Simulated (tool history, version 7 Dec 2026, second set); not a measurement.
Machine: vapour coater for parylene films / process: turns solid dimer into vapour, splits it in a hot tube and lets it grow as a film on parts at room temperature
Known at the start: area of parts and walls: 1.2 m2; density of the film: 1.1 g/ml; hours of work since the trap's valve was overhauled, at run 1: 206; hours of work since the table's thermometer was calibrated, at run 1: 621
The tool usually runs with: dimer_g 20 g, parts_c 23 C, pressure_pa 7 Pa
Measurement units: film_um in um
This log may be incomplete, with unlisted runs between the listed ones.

run	hour	dimer_g	parts_c	pressure_pa	hours of work since the trap's valve was overhauled	hours of work since the table's thermometer was calibrated	film_um
1	0	20	23	7	206	621	10.89
2	49.6	20	23	7	230	645	10.66
3	77	20	23	7	243	659	10.72
4	112.4	20	23	7	260	676	10.81
5	141.1	20	23	7	274	690	10.95
6	170.5	20	23	7	289	704	10.87
7	210.4	20	23	7	308	724	10.88
8	241.6	20	23	7	323	739	10.61
9	278.6	20	23	7	341	757	10.7
10	332.3	20	23	7	368	783	10.71
11	369.2	20	23	7	386	801	10.71
12	414.5	20	23	7	408	823	10.85
13	452.8	20	23	7	426	842	10.66
# hour 466.8: trap's valve overhauled
14	510.9	20	23	7	21	868	10.76

Expected results for the next run?
15	541.5	20	23	7	36	883	?

film_um: 10.73 um
Take away the tool's hidden state, keep the run-to-run variation as it was, and the same run would have given film_um 10.73 um.
